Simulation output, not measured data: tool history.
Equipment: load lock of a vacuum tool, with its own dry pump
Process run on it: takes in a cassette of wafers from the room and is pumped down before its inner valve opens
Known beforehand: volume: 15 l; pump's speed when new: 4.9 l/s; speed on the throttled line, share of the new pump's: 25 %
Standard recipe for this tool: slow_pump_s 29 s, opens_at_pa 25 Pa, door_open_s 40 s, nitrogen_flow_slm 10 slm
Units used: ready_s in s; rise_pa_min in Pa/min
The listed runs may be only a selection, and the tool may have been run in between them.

run,hour,slow_pump_s,opens_at_pa,door_open_s,nitrogen_flow_slm,"incoming humidity of the room's air, %",ready_s,rise_pa_min
1,0,29,25,40,10,50.1,48,0.156
2,312.1,29,25,40,10,44.2,47.5,0.154
3,538.3,29,25,40,10,44.3,47.6,0.157
4,794.3,29,25,132,10,43.7,47.5,0.192
5,970.4,29,25,40,10,47.6,47.8,0.163
6,1242.3,29,25,40,20,42.3,47.9,0.141
7,1608.8,29,25,40,20,46.3,48.1,0.155
8,1878.8,29,25,40,20,43.8,48.2,0.15
9,2101.7,29,25,170,10,42.5,48.2,0.216
10,2410.5,29,25,227,10,44.7,48.2,0.231
11,2671,29,25,227,10,49.6,48.3,0.254
12,2927.9,54,25,40,10,42.2,66.7,0.167
13,3250.4,29,25,40,10,43.1,48.5,0.174
14,3463.9,29,25,40,10,44.4,48.6,0.177
15,3647.1,29,25,40,10,44.4,48.3,0.177
16,3886.1,29,25,40,10,46.6,48.3,0.186
17,4040,29,25,40,10,44.9,48.3,0.177
18,4386.2,29,25,40,10,47,48.5,0.184
19,4738.3,29,25,40,5,44.8,48.7,0.193
20,4925.8,54,25,40,17,44,67,0.178
21,5228,29,46,40,10,44.7,46.9,0.188
22,5425.1,29,46,40,10,44.3,47,0.189
23,5652,29,46,40,10,41.1,47,0.187
24,5846.3,29,46,40,10,46.7,46.9,0.196
25,6092,29,46,40,10,43.8,47.2,0.192
26,6445.1,29,46,82,10,45.8,47.4,0.217
27,6613.1,54,25,135,25,43.5,67.5,0.215
28,6963.8,29,25,40,9,45.7,48.9,0.203
29,7201.3,35,27,40,10,48.9,53.5,0.212
30,7544,35,27,40,10,43.7,52.9,0.215
31,7888.7,41,42,27,15,48.3,56.1,0.204
32,8217.8,32,42,27,8,45.6,49.5,0.206
33,8576.6,29,22,40,10,50,50.4,0.225
34,8898.7,29,22,40,10,45.7,50.2,0.221
35,9196.9,29,22,40,10,44.5,50.6,0.223
36,9439.1,29,25,231,29,45.3,50,0.265

Some steps in ready_s, run to run, broken into two amounts with sign: the step expected even without the hidden condition (settings, incoming material, random variation), and the rest, left for the hidden condition together with whatever gauge scatter is not in both the measured and the hidden-condition-free result:
What the log doesn't record here: pump's speed, % of a new pump's; leak at the door's seal, Pa l/s; drift of the gauge itself on ready_s, %; drift of the gauge itself on rise_pa_min, %.
Run 12 -> 13: slow_pump_s 54 -> 29. ready_s -18.2 s: hidden state +0.4, all else -18.6.
Run 20 -> 21: slow_pump_s 54 -> 29, opens_at_pa 25 -> 46, nitrogen_flow_slm 17 -> 10. ready_s -20.1 s: hidden state +0.4, all else -20.5.
Run 26 -> 27: slow_pump_s 29 -> 54, opens_at_pa 46 -> 25, door_open_s 82 -> 135, nitrogen_flow_slm 10 -> 25. ready_s +20.1 s: hidden state -0.4, all else +20.5.
Run 27 -> 28: slow_pump_s 54 -> 29, door_open_s 135 -> 40, nitrogen_flow_slm 25 -> 9. ready_s -18.6 s: hidden state +0.6, all else -19.2.
